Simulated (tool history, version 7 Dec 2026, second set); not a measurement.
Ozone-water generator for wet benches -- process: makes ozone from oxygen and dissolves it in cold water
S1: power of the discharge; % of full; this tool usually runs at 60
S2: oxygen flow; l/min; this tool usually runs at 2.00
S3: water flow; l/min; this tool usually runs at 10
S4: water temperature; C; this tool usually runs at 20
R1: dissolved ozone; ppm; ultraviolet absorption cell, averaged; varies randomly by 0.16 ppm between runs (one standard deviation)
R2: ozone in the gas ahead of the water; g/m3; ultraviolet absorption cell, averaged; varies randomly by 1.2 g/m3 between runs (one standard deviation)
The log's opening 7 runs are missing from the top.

Run 8, hour 519.4: usual settings. Result: R1 18.7 ppm, R2 220.5 g/m3.
Run 9, hour 591.5: usual settings. Result: R1 19.0 ppm, R2 220.7 g/m3.
Run 10, hour 635.5: usual settings but S3 13 l/min. Result: R1 14.8 ppm, R2 221.0 g/m3.
Run 11, hour 704.8: usual settings but S3 13 l/min. Result: R1 14.9 ppm, R2 220.3 g/m3.
Run 12, hour 757.0: usual settings but S4 26 C. Result: R1 17.3 ppm, R2 219.9 g/m3.
Run 13, hour 855.3: usual settings. Result: R1 18.8 ppm, R2 217.7 g/m3.
Run 14, hour 904.1: usual settings. Result: R1 19.0 ppm, R2 217.6 g/m3.
Run 15, hour 965.2: usual settings. Result: R1 18.9 ppm, R2 221.6 g/m3.
Run 16, hour 1012.4: usual settings but S4 13 C. Result: R1 20.5 ppm, R2 220.7 g/m3.
Run 17, hour 1059.1: usual settings but S4 13 C. Result: R1 20.3 ppm, R2 218.8 g/m3.
Run 18, hour 1113.8: usual settings but S4 13 C. Result: R1 20.7 ppm, R2 220.8 g/m3.
Run 19, hour 1167.7: usual settings but S4 13 C. Result: R1 20.3 ppm, R2 219.5 g/m3.
Run 20, hour 1242.3: usual settings but S4 13 C. Result: R1 20.1 ppm, R2 220.8 g/m3.
Run 21, hour 1310.8: usual settings but S2 2.77 l/min, S3 15 l/min, S4 13 C. Result: R1 14.6 ppm, R2 185.6 g/m3.
Run 22, hour 1404.5: usual settings but S1 88 % of full, S3 16 l/min. Result: R1 14.9 ppm, R2 274.1 g/m3.

Run 23, settings as shown, results not yet in. Your forecast:
Run 23, hour 1464.3: usual settings but S1 88 % of full, S3 16 l/min. Result: R1 ?, R2 ?.

{"run 23": {"R1": 15.1, "R2": 273.9}}
The same run, on a tool lacking any hidden state, would have yielded R1 16.3 ppm, R2 282.3 g/m3.

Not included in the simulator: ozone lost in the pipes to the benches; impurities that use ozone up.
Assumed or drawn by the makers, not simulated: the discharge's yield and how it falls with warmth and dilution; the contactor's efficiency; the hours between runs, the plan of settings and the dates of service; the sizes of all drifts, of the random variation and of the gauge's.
